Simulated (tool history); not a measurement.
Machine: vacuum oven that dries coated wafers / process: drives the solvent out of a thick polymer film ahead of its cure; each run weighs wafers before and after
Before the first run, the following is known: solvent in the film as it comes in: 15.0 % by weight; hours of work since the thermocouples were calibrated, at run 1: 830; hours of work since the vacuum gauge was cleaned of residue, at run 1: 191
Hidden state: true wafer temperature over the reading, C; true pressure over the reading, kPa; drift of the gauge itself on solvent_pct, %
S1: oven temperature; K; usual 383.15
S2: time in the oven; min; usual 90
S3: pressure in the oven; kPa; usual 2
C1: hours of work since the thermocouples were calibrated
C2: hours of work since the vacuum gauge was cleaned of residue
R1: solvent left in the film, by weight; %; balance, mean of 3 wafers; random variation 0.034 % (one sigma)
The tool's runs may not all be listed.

| run | hour | S1 | S2 | S3 | C1 | C2 | R1 |
|---|---|---|---|---|---|---|---|
| 1 | 0 | 383.15 | 90 | 2 | 830 | 191 | 1.56 |
| 2 | 12.8 | 383.15 | 90 | 2 | 839 | 199 | 1.56 |
| 3 | 22.9 | 383.15 | 90 | 2 | 845 | 206 | 1.55 |
|  | 30.2 | oven's thermocouples calibrated |
| 4 | 38.7 | 378.15 | 90 | 2 | 5 | 215 | 2.75 |
| 5 | 52.4 | 375.15 | 90 | 2 | 14 | 223 | 3.5 |
| 6 | 65.1 | 375.15 | 90 | 2 | 22 | 231 | 3.47 |
| 7 | 71 | 398.15 | 90 | 2 | 26 | 235 | 0.46 |
| 8 | 79.2 | 398.15 | 90 | 2 | 31 | 240 | 0.41 |
| 9 | 92.1 | 383.15 | 90 | 7.36 | 39 | 248 | 3.14 |
|  | 96.7 | oven's thermocouples calibrated, once more |
| 10 | 106.9 | 383.15 | 90 | 7.36 | 7 | 257 | 2.87 |
| 11 | 115.3 | 383.15 | 64 | 7.36 | 12 | 262 | 3.7 |
| 12 | 129.1 | 369.15 | 90 | 2 | 21 | 271 | 4.89 |
| 13 | 140.1 | 383.15 | 90 | 2 | 28 | 278 | 1.4 |
| 14 | 148.6 | 380.15 | 90 | 7.12 | 33 | 283 | 3.49 |
| 15 | 160.9 | 380.15 | 75 | 3.18 | 41 | 291 | 2.85 |
| 16 | 171.3 | 388.15 | 113 | 3.43 | 48 | 298 | 0.99 |
| 17 | 183.9 | 394.15 | 106 | 6.91 | 56 | 306 | 1.51 |
| 18 | 192.6 | 394.15 | 106 | 6.91 | 61 | 311 | 1.47 |
| 19 | 202 | 394.15 | 106 | 6.91 | 67 | 317 | 1.47 |
| 20 | 214.7 | 394.15 | 106 | 6.91 | 75 | 325 | 1.52 |
| 21 | 224.8 | 389.15 | 63 | 2.66 | 82 | 332 | 1.45 |
| 22 | 236.6 | 389.15 | 90 | 1.05 | 89 | 339 | 0.53 |
| 23 | 249.2 | 371.15 | 90 | 1.88 | 97 | 347 | 4.18 |
| 24 | 259.8 | 387.15 | 59 | 1.96 | 104 | 354 | 1.76 |
| 25 | 268.3 | 387.15 | 59 | 2.97 | 109 | 359 | 2.08 |
| 26 | 280.7 | 397.15 | 73 | 3.54 | 117 | 367 | 0.81 |

Each row is a separate what-if for the run after 26, all from the same tool condition, not one after another. Results?
| A | 290.6 | 383.15 | 70 | 2 | 123 | 374 | ? |
| B | 290.6 | 397.15 | 86 | 1.15 | 123 | 374 | ? |
| C | 290.6 | 390.15 | 90 | 2 | 123 | 374 | ? |

| run | R1 |
|---|---|
| A | 2.14 |
| B | 0.3 |
| C | 0.74 |
What these runs would have given with no unlogged condition in the tool:
| run | R1 |
|---|---|
| A | 1.97 |
| B | 0.25 |
| C | 0.66 |
